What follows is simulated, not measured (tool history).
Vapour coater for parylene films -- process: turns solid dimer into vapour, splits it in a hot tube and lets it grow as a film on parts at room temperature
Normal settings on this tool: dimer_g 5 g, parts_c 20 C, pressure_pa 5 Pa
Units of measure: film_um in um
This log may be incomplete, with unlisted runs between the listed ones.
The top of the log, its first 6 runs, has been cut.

run,day,dimer_g,parts_c,pressure_pa,hours of work since the trap's valve was overhauled,hours of work since the table's thermometer was calibrated,film_um
7,5.742,5,20,5,58,500,2.574
8,6.988,5,20,5,71,513,2.556
9,8.462,5,20,5,86,528,2.569
10,9.938,5,20,5,101,543,2.572
11,10.9,5,20,5,111,553,2.537
12,11.633,5,20,5,118,560,2.547
13,12.912,5,20,5,131,573,2.543
14,14.283,3,20,5,145,587,1.53
15,15.45,5,20,2.51,157,599,2.941
16,16.396,5,20,2.51,166,608,2.928
17,17.071,5,24,5,173,615,2.074
18,18.096,5,24,5,184,626,2.064
19,18.929,8,24,5,192,634,3.302
20,19.804,8,24,4.71,201,643,3.353
21,20.408,4,22,6.28,207,649,1.727
22,21.458,4,30,2.87,218,660,1.389
23,22.571,5,24,2.14,229,671,2.49
24,23.875,4,21,2.14,242,684,2.278
25,25.05,9,29,5,254,696,2.889
26,26.433,9,29,5,268,710,2.864
27,27.033,7,13,4.38,275,716,4.875
28,27.854,5,24,6.64,283,725,1.917
29,29.062,5,24,6.64,295,737,1.899
30,30.55,5,20,2.95,310,752,2.767

Forecast run 31:
31,31.817,5,20,2.95,323,765,?

Logged for run 31: film_um 2.744 um.
Were there no unlogged condition in the tool, this run, its random variation unchanged, would have produced film_um 2.891 um.

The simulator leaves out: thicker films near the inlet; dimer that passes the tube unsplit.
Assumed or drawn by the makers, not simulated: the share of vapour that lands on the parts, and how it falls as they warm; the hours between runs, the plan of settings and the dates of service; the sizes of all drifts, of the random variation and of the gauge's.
